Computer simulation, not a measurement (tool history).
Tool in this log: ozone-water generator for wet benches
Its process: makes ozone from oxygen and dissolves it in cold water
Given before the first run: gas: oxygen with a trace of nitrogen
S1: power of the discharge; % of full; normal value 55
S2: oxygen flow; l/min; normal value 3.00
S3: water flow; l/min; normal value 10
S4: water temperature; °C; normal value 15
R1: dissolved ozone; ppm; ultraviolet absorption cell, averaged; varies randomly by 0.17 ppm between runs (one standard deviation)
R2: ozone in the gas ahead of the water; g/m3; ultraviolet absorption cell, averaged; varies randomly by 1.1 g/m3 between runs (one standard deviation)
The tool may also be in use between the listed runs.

run,hour,S1,S2,S3,S4,R1,R2
1,0.0,55,3.00,10,15,21.7,197.3
2,13.1,55,3.00,10,15,21.4,197.5
3,28.4,55,3.00,10,23,18.9,195.3
4,50.7,55,3.00,10,23,18.8,195.5
5,79.2,55,3.00,10,15,21.5,195.7
6,103.6,55,3.00,14,15,15.5,198.9
7,126.1,61,3.00,10,15,23.3,212.7
8,154.0,61,3.00,10,15,22.8,211.1
9,183.6,61,3.00,10,15,22.9,211.1
10,204.1,61,3.00,10,15,22.9,212.6
11,219.5,61,3.00,10,15,23.2,211.7
12,237.2,55,1.76,10,15,20.7,263.4
13,253.2,55,3.00,10,15,21.3,195.4
14,282.6,55,3.00,10,15,21.3,198.6
15,308.5,55,2.52,10,15,21.4,217.0
16,328.1,55,2.52,7,15,29.1,214.2
17,355.2,55,2.52,7,15,29.3,218.5
18,374.7,68,1.56,9,15,26.5,329.0
19,394.1,42,2.08,10,8,18.5,195.4
20,414.1,46,1.90,14,16,12.4,220.8
21,432.7,55,4.44,7,11,29.2,156.9
22,458.9,57,3.22,7,9,32.3,193.1
23,482.9,78,1.90,6,16,42.4,327.6
24,513.6,55,3.67,10,15,20.9,174.1
25,534.8,55,3.67,10,15,20.7,172.7
26,566.1,87,3.00,10,10,32.2,273.9
27,596.7,44,3.00,9,15,19.7,165.1
28,618.5,60,3.00,9,14,25.5,207.7
29,643.6,90,3.00,8,8,40.9,278.4
30,656.5,90,4.27,8,8,40.1,231.2
31,677.7,55,3.00,14,11,15.8,193.7
32,708.5,55,3.00,14,11,15.7,195.3
33,723.3,45,3.00,6,11,29.7,167.9

Each row is a separate what-if for the run after 33, all from the same tool condition, not one after another. Results?
A,748.5,73,4.24,7,15,?,?
B,748.5,55,3.00,10,11,?,?
C,748.5,45,1.51,9,18,?,?

run,R1,R2
A,33.0,196.9
B,22.2,194.5
C,18.7,245.5
With the hidden condition removed and each run's random variation left untouched, the same runs would have given:
run,R1,R2
A,35.6,201.6
B,24.1,198.2
C,20.1,249.2

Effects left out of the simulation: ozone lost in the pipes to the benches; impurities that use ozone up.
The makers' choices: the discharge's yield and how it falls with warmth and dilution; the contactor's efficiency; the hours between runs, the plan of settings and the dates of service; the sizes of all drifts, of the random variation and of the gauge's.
